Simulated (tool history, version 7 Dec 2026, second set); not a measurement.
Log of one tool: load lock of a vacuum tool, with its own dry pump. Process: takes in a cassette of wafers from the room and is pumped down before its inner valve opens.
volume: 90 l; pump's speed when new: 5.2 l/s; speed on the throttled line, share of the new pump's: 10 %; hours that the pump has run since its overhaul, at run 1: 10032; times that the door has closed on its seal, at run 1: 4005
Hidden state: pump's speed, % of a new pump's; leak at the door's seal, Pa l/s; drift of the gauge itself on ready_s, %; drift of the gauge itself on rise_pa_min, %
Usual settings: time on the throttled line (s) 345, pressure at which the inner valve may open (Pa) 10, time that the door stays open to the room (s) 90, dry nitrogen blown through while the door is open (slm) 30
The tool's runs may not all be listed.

| run | hour | time on the throttled line (s) | pressure at which the inner valve may open (Pa) | time that the door stays open to the room (s) | dry nitrogen blown through while the door is open (slm) | hours that the pump has run since its overhaul | times that the door has closed on its seal | incoming humidity of the room's air, % | time from the closed door until the inner valve may open (s) | rise of the pressure with all valves shut (Pa/min) |
|---|---|---|---|---|---|---|---|---|---|---|
| 1 | 0.0 | 345 | 10 | 90 | 30 | 10032 | 4005 | 47.0 | 497.2 | 0.031 |
| 2 | 360.1 | 345 | 10 | 90 | 30 | 10392 | 5574 | 39.5 | 504.4 | 0.041 |
| 3 | 615.4 | 345 | 10 | 90 | 30 | 10648 | 6687 | 44.7 | 506.1 | 0.054 |
| 4 | 861.9 | 345 | 10 | 90 | 30 | 10894 | 7762 | 41.8 | 499.2 | 0.057 |
| 5 | 1074.8 | 345 | 10 | 90 | 13 | 11107 | 8690 | 45.9 | 500.8 | 0.071 |
| 6 | 1319.1 | 345 | 10 | 90 | 13 | 11351 | 9755 | 46.6 | 502.1 | 0.080 |
| 7 | 1609.0 | 345 | 10 | 90 | 13 | 11641 | 11019 | 45.3 | 503.4 | 0.095 |
| 8 | 1836.6 | 345 | 10 | 90 | 22 | 11869 | 12012 | 44.7 | 507.1 | 0.097 |
| 9 | 2094.2 | 183 | 10 | 90 | 22 | 12127 | 13135 | 46.1 | 362.9 | 0.114 |
| 10 | 2371.7 | 368 | 10 | 73 | 8 | 12404 | 14344 | 45.9 | 528.3 | 0.127 |
| 11 | 2628.1 | 368 | 8 | 30 | 13 | 12660 | 15462 | 47.5 | 536.0 | 0.129 |
| 12 | 2790.9 | 368 | 8 | 30 | 7 | 12823 | 16172 | 47.9 | 535.7 | 0.150 |
|  | 3039.2 | dry pump taken out, an overhauled one fitted |
| 13 | 3074.0 | 345 | 8 | 90 | 30 | 35 | 17380 | 44.7 | 480.4 | 0.165 |
| 14 | 3375.5 | 345 | 8 | 90 | 30 | 336 | 18694 | 42.0 | 476.7 | 0.179 |

Forecast each of these 4 alternatives for the next run:
| A | 3735.6 | 345 | 8 | 90 | 30 | 696 | 20264 | 47.0 | ? | ? |
| B | 3735.6 | 222 | 8 | 105 | 12 | 696 | 20264 | 44.5 | ? | ? |
| C | 3735.6 | 345 | 9 | 90 | 38 | 696 | 20264 | 47.4 | ? | ? |
| D | 3735.6 | 345 | 8 | 49 | 30 | 696 | 20264 | 45.3 | ? | ? |

| run | time from the closed door until the inner valve may open (s) | rise of the pressure with all valves shut (Pa/min) |
|---|---|---|
| A | 480.1 | 0.200 |
| B | 370.7 | 0.209 |
| C | 479.3 | 0.196 |
| D | 479.1 | 0.201 |
Without the tool's hidden state the same runs would have given:
| run | time from the closed door until the inner valve may open (s) | rise of the pressure with all valves shut (Pa/min) |
|---|---|---|
| A | 477.1 | 0.017 |
| B | 367.8 | 0.024 |
| C | 476.3 | 0.012 |
| D | 476.1 | 0.018 |

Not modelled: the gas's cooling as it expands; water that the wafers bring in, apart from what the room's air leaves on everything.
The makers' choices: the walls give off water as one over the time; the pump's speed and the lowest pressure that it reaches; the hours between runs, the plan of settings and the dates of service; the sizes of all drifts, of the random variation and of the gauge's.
